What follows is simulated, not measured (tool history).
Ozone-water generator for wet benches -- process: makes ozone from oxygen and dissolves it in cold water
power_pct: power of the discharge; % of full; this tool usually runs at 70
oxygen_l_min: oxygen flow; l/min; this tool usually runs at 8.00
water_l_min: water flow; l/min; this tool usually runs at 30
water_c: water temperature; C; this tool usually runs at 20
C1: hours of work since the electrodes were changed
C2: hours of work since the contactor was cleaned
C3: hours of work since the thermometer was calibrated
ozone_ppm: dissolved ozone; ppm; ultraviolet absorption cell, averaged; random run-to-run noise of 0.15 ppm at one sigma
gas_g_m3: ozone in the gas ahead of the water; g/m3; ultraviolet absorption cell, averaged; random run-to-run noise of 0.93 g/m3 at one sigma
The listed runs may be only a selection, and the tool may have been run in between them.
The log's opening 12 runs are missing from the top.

run 13 hour=559.5 | power_pct=70 oxygen_l_min=8.00 water_l_min=23 water_c=20 | C1=1154 C2=4894 C3=3241 | ozone_ppm=21.9 gas_g_m3=155.5
-- hour=600.0 water thermometer calibrated
run 14 hour=625.7 | power_pct=70 oxygen_l_min=8.00 water_l_min=23 water_c=14 | C1=1203 C2=4943 C3=19 | ozone_ppm=24.1 gas_g_m3=154.9
run 15 hour=667.2 | power_pct=70 oxygen_l_min=6.09 water_l_min=23 water_c=14 | C1=1234 C2=4974 C3=50 | ozone_ppm=23.3 gas_g_m3=173.6
run 16 hour=725.5 | power_pct=70 oxygen_l_min=6.09 water_l_min=23 water_c=14 | C1=1277 C2=5017 C3=93 | ozone_ppm=23.5 gas_g_m3=174.8
run 17 hour=756.8 | power_pct=50 oxygen_l_min=6.09 water_l_min=23 water_c=14 | C1=1301 C2=5040 C3=117 | ozone_ppm=18.4 gas_g_m3=134.8
run 18 hour=817.6 | power_pct=50 oxygen_l_min=6.09 water_l_min=23 water_c=14 | C1=1346 C2=5085 C3=162 | ozone_ppm=18.4 gas_g_m3=136.3
run 19 hour=884.7 | power_pct=94 oxygen_l_min=6.09 water_l_min=23 water_c=13 | C1=1396 C2=5135 C3=212 | ozone_ppm=28.7 gas_g_m3=214.0
run 20 hour=951.5 | power_pct=70 oxygen_l_min=10.58 water_l_min=30 water_c=23 | C1=1445 C2=5185 C3=261 | ozone_ppm=17.4 gas_g_m3=136.8
run 21 hour=983.1 | power_pct=63 oxygen_l_min=11.04 water_l_min=19 water_c=16 | C1=1469 C2=5208 C3=285 | ozone_ppm=24.3 gas_g_m3=125.1
run 22 hour=1040.0 | power_pct=73 oxygen_l_min=8.00 water_l_min=20 water_c=20 | C1=1511 C2=5251 C3=327 | ozone_ppm=24.9 gas_g_m3=157.3
run 23 hour=1089.2 | power_pct=73 oxygen_l_min=8.00 water_l_min=20 water_c=20 | C1=1548 C2=5287 C3=364 | ozone_ppm=24.6 gas_g_m3=157.5
run 24 hour=1126.7 | power_pct=76 oxygen_l_min=8.00 water_l_min=19 water_c=19 | C1=1576 C2=5315 C3=392 | ozone_ppm=26.5 gas_g_m3=164.6
run 25 hour=1176.4 | power_pct=89 oxygen_l_min=8.00 water_l_min=30 water_c=24 | C1=1613 C2=5352 C3=429 | ozone_ppm=20.0 gas_g_m3=181.9
run 26 hour=1236.9 | power_pct=49 oxygen_l_min=5.95 water_l_min=30 water_c=16 | C1=1658 C2=5397 C3=474 | ozone_ppm=14.0 gas_g_m3=132.8
run 27 hour=1266.0 | power_pct=49 oxygen_l_min=5.95 water_l_min=30 water_c=16 | C1=1679 C2=5419 C3=495 | ozone_ppm=13.8 gas_g_m3=135.4
run 28 hour=1305.5 | power_pct=41 oxygen_l_min=12.90 water_l_min=22 water_c=21 | C1=1709 C2=5448 C3=525 | ozone_ppm=14.8 gas_g_m3=83.8
run 29 hour=1372.8 | power_pct=70 oxygen_l_min=11.27 water_l_min=30 water_c=13 | C1=1759 C2=5498 C3=575 | ozone_ppm=20.5 gas_g_m3=134.4
run 30 hour=1432.2 | power_pct=70 oxygen_l_min=11.27 water_l_min=30 water_c=24 | C1=1803 C2=5542 C3=619 | ozone_ppm=16.9 gas_g_m3=131.7
-- hour=1456.1 gauge calibrated
run 31 hour=1489.0 | power_pct=71 oxygen_l_min=6.08 water_l_min=23 water_c=24 | C1=1845 C2=5585 C3=661 | ozone_ppm=20.4 gas_g_m3=179.1

Branching from run 31: 4 alternative next runs. What would each branch give?
run A hour=1537.4 | power_pct=70 oxygen_l_min=9.56 water_l_min=30 water_c=17 | C1=1881 C2=5621 C3=697 | ozone_ppm=? gas_g_m3=?
run B hour=1537.4 | power_pct=53 oxygen_l_min=6.08 water_l_min=23 water_c=24 | C1=1881 C2=5621 C3=697 | ozone_ppm=? gas_g_m3=?
run C hour=1537.4 | power_pct=71 oxygen_l_min=12.06 water_l_min=27 water_c=24 | C1=1881 C2=5621 C3=697 | ozone_ppm=? gas_g_m3=?
run D hour=1537.4 | power_pct=70 oxygen_l_min=8.00 water_l_min=28 water_c=20 | C1=1881 C2=5621 C3=697 | ozone_ppm=? gas_g_m3=?

run=A ozone_ppm=19.0 gas_g_m3=147.5
run=B ozone_ppm=16.4 gas_g_m3=144.0
run=C ozone_ppm=18.4 gas_g_m3=133.4
run=D ozone_ppm=19.0 gas_g_m3=154.4
Without the tool's hidden state the same runs would have given:
run=A ozone_ppm=19.0 gas_g_m3=147.8
run=B ozone_ppm=16.4 gas_g_m3=144.3
run=C ozone_ppm=18.4 gas_g_m3=133.7
run=D ozone_ppm=19.0 gas_g_m3=154.7
